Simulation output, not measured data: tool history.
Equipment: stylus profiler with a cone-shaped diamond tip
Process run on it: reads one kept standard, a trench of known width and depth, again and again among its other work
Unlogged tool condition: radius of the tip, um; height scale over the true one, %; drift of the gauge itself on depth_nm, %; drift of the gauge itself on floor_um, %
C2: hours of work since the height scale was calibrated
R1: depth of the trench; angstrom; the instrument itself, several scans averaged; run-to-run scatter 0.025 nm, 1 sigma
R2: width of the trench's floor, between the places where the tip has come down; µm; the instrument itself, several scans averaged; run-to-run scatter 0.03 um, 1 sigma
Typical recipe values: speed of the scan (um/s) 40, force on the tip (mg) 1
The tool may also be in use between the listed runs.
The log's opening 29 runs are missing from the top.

{"run": 30, "hour": 2591.6, "speed of the scan (um/s)": 63, "force on the tip (mg)": 1.73, "scans with this tip": 4738, "C2": 916, "R1": 1015.2, "R2": 97.48}
{"run": 31, "hour": 2718.7, "speed of the scan (um/s)": 63, "force on the tip (mg)": 1.73, "scans with this tip": 5138, "C2": 994, "R1": 1014.8, "R2": 97.49}
{"run": 32, "hour": 2821.4, "speed of the scan (um/s)": 38, "force on the tip (mg)": 1, "scans with this tip": 5462, "C2": 1056, "R1": 1010.7, "R2": 97.52}
{"run": 33, "hour": 2901.4, "speed of the scan (um/s)": 38, "force on the tip (mg)": 1, "scans with this tip": 5714, "C2": 1105, "R1": 1011.4, "R2": 97.46}
{"run": 34, "hour": 2983.0, "speed of the scan (um/s)": 138, "force on the tip (mg)": 1.4, "scans with this tip": 5972, "C2": 1155, "R1": 1013.5, "R2": 97.12}
{"run": 35, "hour": 3098.9, "speed of the scan (um/s)": 53, "force on the tip (mg)": 1.28, "scans with this tip": 6338, "C2": 1226, "R1": 1012.8, "R2": 97.42}
{"run": 36, "hour": 3158.5, "speed of the scan (um/s)": 70, "force on the tip (mg)": 0.86, "scans with this tip": 6525, "C2": 1262, "R1": 1010.4, "R2": 97.28}
{"run": 37, "hour": 3256.5, "speed of the scan (um/s)": 70, "force on the tip (mg)": 0.86, "scans with this tip": 6835, "C2": 1322, "R1": 1010.6, "R2": 97.3}
{"run": 38, "hour": 3342.4, "speed of the scan (um/s)": 41, "force on the tip (mg)": 0.64, "scans with this tip": 7106, "C2": 1374, "R1": 1009.5, "R2": 97.4}
{"run": 39, "hour": 3398.1, "speed of the scan (um/s)": 12, "force on the tip (mg)": 1, "scans with this tip": 7281, "C2": 1408, "R1": 1011.2, "R2": 97.49}

Alternative continuations, all from the tool just after run 39; predict every row:
{"run": "A", "hour": 3478.1, "speed of the scan (um/s)": 35, "force on the tip (mg)": 0.34, "scans with this tip": 7534, "C2": 1457, "R1": "?", "R2": "?"}
{"run": "B", "hour": 3478.1, "speed of the scan (um/s)": 57, "force on the tip (mg)": 0.56, "scans with this tip": 7534, "C2": 1457, "R1": "?", "R2": "?"}
{"run": "C", "hour": 3478.1, "speed of the scan (um/s)": 50, "force on the tip (mg)": 1.02, "scans with this tip": 7534, "C2": 1457, "R1": "?", "R2": "?"}
{"run": "D", "hour": 3478.1, "speed of the scan (um/s)": 27, "force on the tip (mg)": 0.84, "scans with this tip": 7534, "C2": 1457, "R1": "?", "R2": "?"}
{"run": "E", "hour": 3478.1, "speed of the scan (um/s)": 17, "force on the tip (mg)": 0.88, "scans with this tip": 7534, "C2": 1457, "R1": "?", "R2": "?"}

run=A R1=1006.9 R2=97.31
run=B R1=1008.7 R2=97.14
run=C R1=1012 R2=97.37
run=D R1=1011 R2=97.44
run=E R1=1010.9 R2=97.5
Had the tool no hidden state, the same runs would have come out as:
run=A R1=1004.6 R2=97.75
run=B R1=1006.4 R2=97.58
run=C R1=1009.7 R2=97.81
run=D R1=1008.7 R2=97.88
run=E R1=1008.7 R2=97.94
